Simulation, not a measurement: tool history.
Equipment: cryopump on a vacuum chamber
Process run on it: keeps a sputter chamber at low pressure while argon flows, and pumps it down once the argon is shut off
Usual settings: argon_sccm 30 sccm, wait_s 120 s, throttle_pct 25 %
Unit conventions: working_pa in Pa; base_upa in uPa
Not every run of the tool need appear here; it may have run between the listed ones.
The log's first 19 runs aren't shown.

| run | hour | argon_sccm | wait_s | throttle_pct | working_pa | base_upa |
|---|---|---|---|---|---|---|
| 20 | 975.5 | 43 | 120 | 25 | 0.2293 | 0.64 |
| 21 | 1007.3 | 59 | 58 | 26 | 0.3064 | 0.88 |
| 22 | 1066.3 | 17 | 26 | 25 | 0.0917 | 1.45 |
| 23 | 1105.6 | 14 | 165 | 29 | 0.0658 | 0.55 |
| 24 | 1134.5 | 53 | 120 | 45 | 0.1664 | 0.65 |
| 25 | 1178.4 | 48 | 85 | 25 | 0.262 | 0.71 |
| 26 | 1222.6 | 48 | 85 | 57 | 0.1242 | 0.75 |
| 27 | 1274.7 | 30 | 297 | 25 | 0.1631 | 0.52 |
| 28 | 1308.5 | 30 | 255 | 45 | 0.0952 | 0.52 |
| 29 | 1347.3 | 30 | 255 | 45 | 0.0945 | 0.55 |
| 30 | 1406.9 | 30 | 255 | 45 | 0.0945 | 0.56 |
| 31 | 1450.5 | 33 | 28 | 25 | 0.1801 | 1.52 |
| 32 | 1489.4 | 33 | 28 | 25 | 0.1815 | 1.54 |
| 33 | 1549.3 | 19 | 200 | 20 | 0.1285 | 0.62 |
|  | 1581.5 | pump warmed up, emptied and cooled again |
| 34 | 1594.9 | 16 | 80 | 48 | 0.0425 | 0.75 |

Predict the results of run 35:
| 35 | 1661 | 23 | 61 | 19 | ? | ? |

{"run 35": {"working_pa": 0.1541, "base_upa": 0.88}}
Without the tool's hidden state the same run would have given working_pa 0.1534 Pa, base_upa 0.7 uPa.
